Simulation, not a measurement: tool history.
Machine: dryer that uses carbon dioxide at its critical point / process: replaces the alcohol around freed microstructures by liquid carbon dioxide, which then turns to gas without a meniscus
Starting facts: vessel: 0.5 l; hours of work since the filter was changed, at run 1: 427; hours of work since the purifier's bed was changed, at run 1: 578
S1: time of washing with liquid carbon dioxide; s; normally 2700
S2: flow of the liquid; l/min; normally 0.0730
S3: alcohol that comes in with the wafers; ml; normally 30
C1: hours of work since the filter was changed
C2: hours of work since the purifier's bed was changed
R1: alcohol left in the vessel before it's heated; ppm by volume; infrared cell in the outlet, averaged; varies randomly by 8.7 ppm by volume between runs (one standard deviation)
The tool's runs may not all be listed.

run    hour    S1      S2  S3   C1   C2    R1
  1     0.0  2700  0.0730  30  427  578  1053
  2    59.2  2700  0.0730  30  469  620  1133
       68.3  -- inlet filter changed
  3   124.1  2700  0.0730  30   40  666   561
  4   178.5  2700  0.1078  30   78  705   116
  5   208.3  2700  0.1046  30  100  726   129
  6   259.7  2700  0.1046  30  136  762   138
  7   289.7  2700  0.0730  30  158  784   675
  8   345.7  2700  0.0730  30  198  824   739
  9   373.1  2700  0.0730  30  217  843   763
      440.8  -- purifier's bed changed
 10   441.9  2700  0.0730  30  264    1   751
 11   507.5  3360  0.0730  30  311   47   285
 12   565.0  2700  0.0730  30  352   88   891
 13   630.4  2700  0.0730  98  398  135  2995
 14   673.8  4260  0.0725  49  429  166   161
 15   708.6  4260  0.0725  49  454  191   190
      740.2  -- inlet filter changed
 16   758.1  4260  0.0725  49   13  225    78
 17   791.6  4260  0.0725  49   37  249    83
 18   852.1  2220  0.1098  23   80  292   151
 19   882.9  3000  0.0887  30  102  314   128
 20   938.8  1920  0.0730  30  141  354  2321
 21   975.7  1920  0.0726  30  168  380  2468
 22  1037.6  3900  0.0730  42  212  424   179
 23  1080.4  2280  0.0757  56  242  455  2362
 24  1117.3  2280  0.0757  58  269  481  2563
 25  1168.8  3540  0.0949  36  305  518    86
 26  1219.0  3540  0.0949  36  341  554    98

Consider 4 possible next runs. They are alternatives, not a sequence: every one starts from the tool as it was left by run 26. What does each give?
  A  1245.9  1920  0.1095  30  360  573   ?
  B  1245.9  1740  0.0765  30  360  573   ?
  C  1245.9  3540  0.0519  65  360  573   ?
  D  1245.9  3840  0.1019  30  360  573   ?

run    R1
  A   683
  B  3567
  C  2731
  D    66
With no hidden state in the tool, these same runs would have given:
run    R1
  A   326
  B  2305
  C  1507
  D    13
